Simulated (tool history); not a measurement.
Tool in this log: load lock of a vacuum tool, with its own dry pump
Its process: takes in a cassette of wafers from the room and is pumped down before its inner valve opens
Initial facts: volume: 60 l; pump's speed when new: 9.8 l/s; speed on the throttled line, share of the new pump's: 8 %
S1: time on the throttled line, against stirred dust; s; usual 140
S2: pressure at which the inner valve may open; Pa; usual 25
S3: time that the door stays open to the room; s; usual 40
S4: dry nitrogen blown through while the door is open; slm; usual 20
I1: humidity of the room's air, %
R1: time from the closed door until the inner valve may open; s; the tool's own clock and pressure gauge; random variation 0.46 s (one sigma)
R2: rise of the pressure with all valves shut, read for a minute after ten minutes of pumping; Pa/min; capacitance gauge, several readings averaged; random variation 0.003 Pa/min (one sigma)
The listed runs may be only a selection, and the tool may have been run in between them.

run	hour	S1	S2	S3	S4	I1	R1	R2
1	0.0	140	25	40	20	46.1	179.2	0.019
2	130.0	140	25	40	20	46.7	179.3	0.018
3	268.9	140	18	40	20	45.4	181.1	0.019
4	350.2	140	35	40	20	44.5	177.2	0.018
5	504.6	140	35	40	20	44.2	177.7	0.020
6	593.0	140	25	40	14	45.7	179.5	0.020
7	670.8	140	25	40	14	46.1	180.1	0.021
8	746.2	140	25	40	14	43.7	180.3	0.023
9	915.6	140	25	40	14	43.2	179.6	0.021
10	1016.0	140	25	40	14	47.7	179.9	0.023
11	1118.5	140	25	40	14	43.3	179.4	0.022
12	1213.5	140	25	40	14	43.8	179.2	0.017
13	1283.5	140	25	49	20	46.4	178.9	0.025
14	1419.2	140	25	49	20	44.6	180.2	0.019
15	1517.6	80	25	49	8	46.8	124.1	0.033
16	1672.9	237	25	40	19	42.8	269.9	0.020
17	1820.5	116	21	61	19	41.6	158.5	0.025
18	1921.6	116	21	61	19	44.7	158.3	0.021
19	2055.6	102	44	40	20	48.0	141.4	0.015
20	2204.0	210	31	179	31	46.1	243.3	0.023
21	2357.1	210	31	179	31	45.4	242.5	0.033
22	2475.9	210	31	179	31	43.3	241.7	0.030

Each row is a separate what-if for the run after 22, all from the same tool condition, not one after another. Results?
A	2619.7	92	31	204	31	46.3	?	?
B	2619.7	110	50	47	20	45.6	?	?
C	2619.7	149	25	40	20	44.1	?	?

run	R1	R2
A	134.3	0.030
B	147.2	0.022
C	187.7	0.015
Take away the tool's hidden state, keep each run's random variation, and the runs would have read:
run	R1	R2
A	134.3	0.030
B	147.2	0.022
C	187.7	0.014

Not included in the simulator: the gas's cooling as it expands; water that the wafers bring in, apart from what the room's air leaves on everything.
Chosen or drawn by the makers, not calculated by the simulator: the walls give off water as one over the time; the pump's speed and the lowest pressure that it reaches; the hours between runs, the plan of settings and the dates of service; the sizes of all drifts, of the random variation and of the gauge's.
